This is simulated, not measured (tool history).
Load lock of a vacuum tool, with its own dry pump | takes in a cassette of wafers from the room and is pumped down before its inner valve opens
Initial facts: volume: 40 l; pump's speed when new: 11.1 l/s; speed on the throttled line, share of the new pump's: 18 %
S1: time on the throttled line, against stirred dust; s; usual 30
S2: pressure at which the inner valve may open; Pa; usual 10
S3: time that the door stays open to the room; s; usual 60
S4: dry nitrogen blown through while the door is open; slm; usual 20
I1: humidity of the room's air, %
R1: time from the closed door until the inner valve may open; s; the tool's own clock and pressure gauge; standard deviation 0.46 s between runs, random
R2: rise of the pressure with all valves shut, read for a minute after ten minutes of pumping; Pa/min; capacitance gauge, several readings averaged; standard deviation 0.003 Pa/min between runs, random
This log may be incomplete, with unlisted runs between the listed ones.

run    hour  S1  S2   S3  S4    I1    R1     R2
  1       0  30  10   60  20  45.2  58.9  0.112
  2   210.6  30  10   60  20  44.6  57.5  0.125
  3   338.4  30  10   60  20  45.2  57.6  0.129
  4   514.1  30  18   60  20    48  56.1  0.134
  5   744.9  30  18   60  20  42.9    56  0.141
  6   983.7  30  18   60  20  45.8  55.5   0.15
  7  1088.9  30   7   60  20  46.1  59.3  0.155
  8  1257.5  30   7   60  20  44.2  59.3  0.163
  9  1394.9  30   7   60  20  43.5    59  0.172
 10  1505.2  30   7   60  35  45.6  59.7  0.165
 11  1611.6  30   7   60  35  49.3  59.7  0.172
 12  1716.5  30  12  149  17    46  57.5   0.19
 13  1832.6  31  10   60  20  44.2  59.4  0.183
 14  2014.4  30  13   56  20  43.7  57.3  0.197
 15  2139.7  30  13   56  20    43    57  0.199
 16  2347.6  30  10  232  20  44.4  59.5  0.222
 17  2551.7  30  16   60  13  42.2  56.9  0.221
 18  2671.9  30  16   28  13  44.1  56.6  0.224
 19  2888.6  29  10   60   8  43.1  57.8  0.237
 20  3118.8  30  10  187  20  45.6  58.9  0.264
 21  3296.2  30  10  187  20  44.9  58.1  0.269

Consider 3 possible next runs. They are alternatives, not a sequence: every one starts from the tool as it was left by run 21. What does each give?
  A  3475.1  30   8  187  20  44.4   ?   ?
  B  3475.1  30  20   60   9    47   ?   ?
  C  3475.1  34  19  187   6  42.2   ?   ?

run    R1     R2
  A  60.6  0.275
  B  55.4  0.281
  C  59.4  0.296
Take away the tool's hidden state, keep each run's random variation, and the runs would have read:
run    R1     R2
  A    60  0.023
  B    55  0.026
  C  58.9  0.046
